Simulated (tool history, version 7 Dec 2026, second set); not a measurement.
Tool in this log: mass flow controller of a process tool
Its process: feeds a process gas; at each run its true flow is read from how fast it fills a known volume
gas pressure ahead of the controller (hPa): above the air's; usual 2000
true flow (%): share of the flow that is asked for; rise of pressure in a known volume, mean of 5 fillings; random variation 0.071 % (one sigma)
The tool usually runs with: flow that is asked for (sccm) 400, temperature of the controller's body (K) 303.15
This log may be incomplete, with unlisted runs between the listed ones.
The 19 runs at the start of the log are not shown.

run    hour  flow that is asked for (sccm)  gas pressure ahead of the controller (hPa)  temperature of the controller's body (K)  hours of work since the controller was set to zero  hours of work since the controller was changed  true flow (%)
 20    1132                             61                                        2260                                    310.15                                                 682                                             682         100.08
 21  1178.3                            400                                        2000                                    296.15                                                 703                                             703         100.31
 22  1216.6                            401                                        1710                                    294.15                                                 720                                             720         100.41
 23    1297                            459                                        1710                                    297.15                                                 756                                             756         100.36
 24  1378.8                            459                                        1710                                    297.15                                                 793                                             793         100.32
 25  1423.1                            134                                        1710                                    293.15                                                 813                                             813         100.31
 26  1493.8                            400                                        1470                                    293.15                                                 844                                             844         100.44
 27  1543.9                            400                                        1470                                    293.15                                                 867                                             867         100.39
 28  1614.7                             95                                        2000                                    304.15                                                 898                                             898         100.14
 29  1669.2                             77                                        2070                                    297.15                                                 923                                             923         100.54
 30  1727.7                             77                                        2070                                    297.15                                                 949                                             949         100.58
 31  1795.5                            253                                        2410                                    297.15                                                 979                                             979         100.28
 32  1876.8                             80                                        1510                                    297.15                                                1016                                            1016         100.44
 33  1921.7                             80                                        1510                                    297.15                                                1036                                            1036         100.51
 34  1988.4                            400                                        2000                                    295.15                                                1066                                            1066         100.46
 35  2063.4                            400                                        2460                                    294.15                                                1100                                            1100         100.51

Alternative continuations, all from the tool just after run 35; predict every row:
  A  2125.8                            271                                        1440                                    294.15                                                1128                                            1128              ?
  B  2125.8                            330                                        1560                                    295.15                                                1128                                            1128              ?
  C  2125.8                            436                                        1750                                    298.15                                                1128                                            1128              ?

run  true flow (%)
  A         100.43
  B         100.46
  C         100.36
Take away the tool's hidden state, keep each run's random variation, and the runs would have read:
run  true flow (%)
  A          99.86
  B          99.92
  C          99.86

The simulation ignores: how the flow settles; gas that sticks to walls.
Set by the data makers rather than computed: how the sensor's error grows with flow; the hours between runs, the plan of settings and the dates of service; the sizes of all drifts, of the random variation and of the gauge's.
